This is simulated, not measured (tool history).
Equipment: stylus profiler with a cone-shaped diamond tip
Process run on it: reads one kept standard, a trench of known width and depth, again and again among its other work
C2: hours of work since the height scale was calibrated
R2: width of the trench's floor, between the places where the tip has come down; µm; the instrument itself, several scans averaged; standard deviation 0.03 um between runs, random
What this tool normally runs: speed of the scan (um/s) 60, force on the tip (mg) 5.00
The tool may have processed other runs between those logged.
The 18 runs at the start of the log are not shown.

Run 19, hour 314.1: usual settings; scans with this tip 5039; C2 426. Result: depth of the trench (nm) 1028.41, R2 15.98 µm.
Run 20, hour 337.5: usual settings; scans with this tip 5192; C2 439. Result: depth of the trench (nm) 1028.13, R2 15.95 µm.
Run 21, hour 354.0: usual settings; scans with this tip 5300; C2 448. Result: depth of the trench (nm) 1028.45, R2 15.90 µm.
Run 22, hour 375.5: usual settings; scans with this tip 5441; C2 460. Result: depth of the trench (nm) 1028.50, R2 15.86 µm.
Run 23, hour 399.5: usual settings; scans with this tip 5598; C2 474. Result: depth of the trench (nm) 1028.33, R2 15.92 µm.
Run 24, hour 422.3: usual settings but speed of the scan (um/s) 50, force on the tip (mg) 13.21; scans with this tip 5748; C2 486. Result: depth of the trench (nm) 1053.62, R2 15.96 µm.
Run 25, hour 439.0: usual settings but speed of the scan (um/s) 50, force on the tip (mg) 13.21; scans with this tip 5857; C2 496. Result: depth of the trench (nm) 1053.43, R2 15.90 µm.
Run 26, hour 457.3: usual settings but speed of the scan (um/s) 51, force on the tip (mg) 14.30; scans with this tip 5977; C2 506. Result: depth of the trench (nm) 1056.44, R2 15.92 µm.
Run 27, hour 473.1: usual settings but speed of the scan (um/s) 58, force on the tip (mg) 8.54; scans with this tip 6080; C2 514. Result: depth of the trench (nm) 1040.19, R2 15.88 µm.
Run 28, hour 498.2: usual settings but speed of the scan (um/s) 58, force on the tip (mg) 8.54; scans with this tip 6245; C2 528. Result: depth of the trench (nm) 1040.37, R2 15.84 µm.
Run 29, hour 523.3: usual settings but speed of the scan (um/s) 58, force on the tip (mg) 8.54; scans with this tip 6410; C2 542. Result: depth of the trench (nm) 1040.66, R2 15.83 µm.
Run 30, hour 547.3: usual settings but speed of the scan (um/s) 192; scans with this tip 6567; C2 556. Result: depth of the trench (nm) 1028.69, R2 15.58 µm.
Run 31, hour 560.7: usual settings but speed of the scan (um/s) 168; scans with this tip 6654; C2 563. Result: depth of the trench (nm) 1028.82, R2 15.60 µm.
Run 32, hour 574.3: usual settings but speed of the scan (um/s) 168; scans with this tip 6744; C2 571. Result: depth of the trench (nm) 1028.99, R2 15.54 µm.
Run 33, hour 586.0: usual settings but speed of the scan (um/s) 168; scans with this tip 6821; C2 577. Result: depth of the trench (nm) 1028.72, R2 15.55 µm.
Run 34, hour 603.7: usual settings but speed of the scan (um/s) 168; scans with this tip 6937; C2 587. Result: depth of the trench (nm) 1028.87, R2 15.60 µm.
Run 35, hour 626.7: usual settings but speed of the scan (um/s) 86, force on the tip (mg) 11.78; scans with this tip 7087; C2 600. Result: depth of the trench (nm) 1049.91, R2 15.78 µm.

The next listed run, before its measurement:
Run 36, hour 650.1: usual settings but speed of the scan (um/s) 86, force on the tip (mg) 11.78; scans with this tip 7241; C2 613. Result: depth of the trench (nm) ?, R2 ?.

depth of the trench (nm): 1049.94
R2: 15.81 µm
With no hidden state in the tool, this same run would have given depth of the trench (nm) 1048.35, R2 16.46 µm.

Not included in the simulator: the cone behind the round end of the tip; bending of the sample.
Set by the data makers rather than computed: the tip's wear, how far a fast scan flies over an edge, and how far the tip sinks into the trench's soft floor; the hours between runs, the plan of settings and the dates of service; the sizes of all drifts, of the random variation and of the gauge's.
